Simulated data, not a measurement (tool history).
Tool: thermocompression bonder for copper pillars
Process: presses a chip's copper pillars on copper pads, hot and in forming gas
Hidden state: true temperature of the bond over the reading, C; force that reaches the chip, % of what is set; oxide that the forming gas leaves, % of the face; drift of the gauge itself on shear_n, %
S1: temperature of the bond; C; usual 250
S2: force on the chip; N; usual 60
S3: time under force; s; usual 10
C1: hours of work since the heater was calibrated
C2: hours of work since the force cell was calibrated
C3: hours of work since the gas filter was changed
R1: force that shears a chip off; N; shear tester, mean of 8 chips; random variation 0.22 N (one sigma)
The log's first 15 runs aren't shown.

| run | hour | S1 | S2 | S3 | C1 | C2 | C3 | R1 |
|---|---|---|---|---|---|---|---|---|
| 16 | 101.8 | 250 | 60 | 10 | 678 | 211 | 30 | 50 |
| 17 | 106.6 | 250 | 60 | 10 | 682 | 214 | 33 | 50.2 |
| 18 | 113.5 | 250 | 60 | 10 | 687 | 220 | 39 | 50.1 |
| 19 | 123.3 | 254 | 41 | 8 | 695 | 227 | 46 | 35.9 |
| 20 | 129.7 | 249 | 78 | 10 | 700 | 232 | 51 | 58.9 |
| 21 | 134.2 | 236 | 72 | 10 | 703 | 236 | 54 | 49.8 |
| 22 | 141.2 | 240 | 51 | 9 | 709 | 241 | 60 | 38.8 |
| 23 | 149.4 | 240 | 39 | 27 | 715 | 247 | 66 | 47.7 |
| 24 | 156.4 | 240 | 39 | 27 | 720 | 253 | 71 | 47.1 |

Run 25 comes next. What will it give?
| 25 | 164.5 | 274 | 87 | 29 | 726 | 259 | 78 | ? |

{"run 25": {"R1": 87.6}}
Without the tool's hidden state the same run would have given R1 89.8 N.

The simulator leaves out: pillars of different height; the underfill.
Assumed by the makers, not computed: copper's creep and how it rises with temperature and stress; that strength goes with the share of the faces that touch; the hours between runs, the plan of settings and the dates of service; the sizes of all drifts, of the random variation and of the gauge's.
